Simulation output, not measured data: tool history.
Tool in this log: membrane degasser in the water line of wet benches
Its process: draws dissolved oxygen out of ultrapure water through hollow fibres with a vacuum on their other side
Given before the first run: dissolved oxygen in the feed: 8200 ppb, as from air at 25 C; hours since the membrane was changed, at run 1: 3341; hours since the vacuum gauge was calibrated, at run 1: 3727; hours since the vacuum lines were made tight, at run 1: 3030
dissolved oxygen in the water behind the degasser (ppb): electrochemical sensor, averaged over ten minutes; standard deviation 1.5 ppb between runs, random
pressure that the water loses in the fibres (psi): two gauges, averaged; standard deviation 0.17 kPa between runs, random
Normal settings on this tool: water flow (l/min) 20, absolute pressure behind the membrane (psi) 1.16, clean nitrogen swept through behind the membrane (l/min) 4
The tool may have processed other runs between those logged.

run	hour	water flow (l/min)	absolute pressure behind the membrane (psi)	clean nitrogen swept through behind the membrane (l/min)	hours since the membrane was changed	hours since the vacuum gauge was calibrated	hours since the vacuum lines were made tight	dissolved oxygen in the water behind the degasser (ppb)	pressure that the water loses in the fibres (psi)
1	0	20	1.16	4	3341	3727	3030	163.8	8.441
2	128	20	1.16	4	3469	3855	3158	164.4	8.393
3	295.9	20	2.294	4	3637	4023	3326	252.6	8.409
# hour 319.4: seals of the vacuum lines changed
4	467.4	20	1.578	4	3806	4192	148	197.3	8.443
5	638.5	20	1.16	4	3977	4363	319	160.8	8.36
6	756	20	1.16	4	4095	4481	437	161.9	8.364
7	915.7	20	1.16	4	4254	4640	596	162	8.401
8	1021.4	20	1.16	4	4360	4746	702	162.4	8.354
# hour 1084.2: vacuum gauge calibrated
9	1139.3	20	1.16	4	4478	55	819	163.3	8.393
10	1300.6	20	1.16	4	4639	216	981	163.8	8.359
11	1439.6	20	1.16	9.2	4778	355	1120	129.5	8.328
12	1586.5	20	1.16	9.2	4925	502	1267	131.1	8.364
13	1702.3	20	1.16	5.67	5041	618	1382	146.8	8.322
14	1805.4	20	1.16	4	5144	721	1485	161.6	8.354
15	1979.8	20	1.16	4	5318	896	1660	161.9	8.421
16	2106.9	20	1.16	5.81	5445	1023	1787	144.9	8.309
17	2281.2	20	1.16	5.81	5619	1197	1961	144.8	8.264
18	2361.2	13	1.16	4.02	5699	1277	2041	58.7	5.407
19	2495.8	21	2.563	4	5834	1412	2176	300.8	8.752
20	2617.3	13	1.16	3.02	5956	1533	2297	70.3	5.411
21	2791.3	20	0.841	2.12	6130	1707	2471	160.6	8.247
22	2952	20	0.841	2.12	6290	1868	2632	162.5	8.273
23	3050.7	20	2.026	10.88	6389	1967	2731	155.9	8.279
24	3168.7	20	2.026	10.88	6507	2085	2849	152.9	8.277
25	3315.2	30	2.312	4.5	6653	2231	2995	518.3	12.44
26	3427	31	1.16	5.69	6765	2343	3107	421.8	12.765
27	3584.4	19	1.16	5.91	6923	2500	3265	125.7	7.851
28	3657.2	20	1.16	6.43	6996	2573	3337	141.8	8.248
# hour 3667.8: seals of the vacuum lines changed
29	3748.7	32	1.816	6.43	7085	2663	81	489.5	13.143
30	3833.3	32	1.816	6.43	7170	2747	166	492.6	13.23
31	3942.9	20	1.816	9.7	7279	2857	275	154.5	8.218
32	4097.3	16	2.63	5.27	7434	3011	429	157	6.57
33	4259.5	16	2.63	5.27	7596	3173	592	155.5	6.557

Entry by entry between the runs, the difference in hidden state between the last listed run before and the first listed run after:
In the gap between runs 3 and 4: seals of the vacuum lines changed (hour 319.4)
  air that leaks in behind the membrane, l/min: 0.0022 -> 0.002; drift of the gauge itself on loss_of_pressure_kpa, %: -0.19 -> -0.29
  measured less the result without the state, pressure that the water loses in the fibres (psi): -0.013 -> -0.022
In the gap between runs 8 and 9: vacuum gauge calibrated (hour 1084.2)
  drift of the gauge itself on loss_of_pressure_kpa, %: -0.64 -> -0.72
  measured less the result without the state, pressure that the water loses in the fibres (psi): -0.051 -> -0.057
In the gap between runs 28 and 29: seals of the vacuum lines changed (hour 3667.8)
  air that leaks in behind the membrane, l/min: 0.0022 -> 0.002; drift of the gauge itself on loss_of_pressure_kpa, %: -2.3 -> -2.36
  measured less the result without the state, pressure that the water loses in the fibres (psi): -0.189 -> -0.307

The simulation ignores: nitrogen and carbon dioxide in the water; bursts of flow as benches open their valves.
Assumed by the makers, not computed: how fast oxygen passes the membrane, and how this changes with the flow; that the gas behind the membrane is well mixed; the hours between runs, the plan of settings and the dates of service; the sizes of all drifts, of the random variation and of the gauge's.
